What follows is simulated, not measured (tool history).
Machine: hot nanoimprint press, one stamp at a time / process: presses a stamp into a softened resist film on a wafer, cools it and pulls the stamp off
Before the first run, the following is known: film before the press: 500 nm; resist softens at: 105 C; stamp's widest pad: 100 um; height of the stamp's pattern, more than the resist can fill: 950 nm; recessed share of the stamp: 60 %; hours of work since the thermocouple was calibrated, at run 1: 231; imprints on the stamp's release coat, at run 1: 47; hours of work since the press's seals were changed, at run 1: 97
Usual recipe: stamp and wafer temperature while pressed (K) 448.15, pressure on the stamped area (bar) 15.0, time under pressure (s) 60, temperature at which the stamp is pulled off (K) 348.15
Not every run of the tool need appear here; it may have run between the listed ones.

run,hour,stamp and wafer temperature while pressed (K),pressure on the stamped area (bar),time under pressure (s),temperature at which the stamp is pulled off (K),hours of work since the thermocouple was calibrated,imprints on the stamp's release coat,hours of work since the press's seals were changed,resist left under the stamp's widest pad (nm),greatest force while the stamp is pulled off (N)
1,0.0,448.15,15.0,60,348.15,231,47,97,293.1,101
2,12.1,448.15,15.0,60,348.15,237,90,104,292.8,101
3,17.9,440.15,15.0,60,348.15,241,110,107,355.2,100
4,26.7,440.15,15.0,60,348.15,245,142,112,356.0,96
5,38.4,440.15,15.0,60,348.15,252,183,118,355.7,99
6,44.7,440.15,15.0,60,348.15,255,205,122,357.2,100
7,53.1,448.15,15.0,60,341.15,260,235,126,294.9,118
8,59.9,448.15,15.0,60,348.15,264,259,130,294.1,96
9,67.4,448.15,15.0,60,348.15,268,286,134,294.2,101
10,74.8,448.15,15.0,60,348.15,272,312,138,294.8,96
11,88.2,448.15,15.0,60,348.15,279,360,146,294.2,101
12,100.9,448.15,15.0,60,348.15,286,404,153,294.4,99
13,109.2,448.15,15.0,60,348.15,291,434,157,296.4,98
14,119.2,448.15,15.0,60,348.15,297,469,163,295.5,96
15,126.7,448.15,15.0,60,348.15,301,496,167,295.2,95
16,136.2,448.15,15.0,60,348.15,306,530,172,296.4,99
17,143.4,448.15,11.7,87,355.15,310,555,176,289.4,82
18,150.4,448.15,15.0,91,348.15,314,580,180,258.0,101
19,158.4,448.15,18.1,34,348.15,318,608,184,327.5,98
20,171.6,452.15,12.7,57,340.15,326,655,192,290.0,121
21,183.8,448.15,23.2,63,348.15,332,698,199,243.9,99
# hour 194.9: gauge calibrated
22,195.2,441.15,15.0,73,348.15,339,739,205,330.4,98
23,205.8,441.15,15.0,73,348.15,345,776,211,329.8,101
24,215.2,441.15,15.0,73,348.15,350,810,216,330.8,101
25,224.5,448.15,15.0,90,351.15,355,843,221,256.2,90
26,238.2,448.15,10.2,60,348.15,362,891,229,337.2,98
27,249.8,460.15,15.0,60,348.15,369,932,235,215.4,104
28,256.2,460.15,15.0,60,348.15,372,955,239,214.8,100
29,263.4,445.15,15.0,60,350.15,376,981,243,317.5,93
30,270.4,445.15,15.0,60,350.15,380,1006,246,317.9,96
31,277.2,445.15,15.0,60,350.15,384,1030,250,316.6,90

Table of differences, measured result less the result of that run with no hidden state. Run-to-run variation is the same in both. Gauge scatter possibly is not:
Hidden state present: true temperature over the reading, C; pressure that arrives at the usual setting, %; grip of the stamp's worn release coat, % over a new coat's; drift of the gauge itself on residual_nm, %; drift of the gauge itself on pull_off_n, %.
run,resist left under the stamp's widest pad (nm)
1,+0.0
2,+0.2
3,+0.5
4,+0.6
5,+1.0
6,+1.1
7,+1.1
8,+1.3
9,+1.4
10,+1.5
11,+1.8
12,+2.1
13,+2.3
14,+2.5
15,+2.6
16,+2.8
17,+2.9
18,+2.7
19,+3.6
20,+3.5
21,+3.2
22,+0.0
23,+0.3
24,+0.5
25,+0.5
26,+1.0
27,+0.8
28,+1.0
29,+1.5
30,+1.6
31,+1.8
For greatest force while the stamp is pulled off (N), the value without the hidden state is never more than 2 from the measured value.

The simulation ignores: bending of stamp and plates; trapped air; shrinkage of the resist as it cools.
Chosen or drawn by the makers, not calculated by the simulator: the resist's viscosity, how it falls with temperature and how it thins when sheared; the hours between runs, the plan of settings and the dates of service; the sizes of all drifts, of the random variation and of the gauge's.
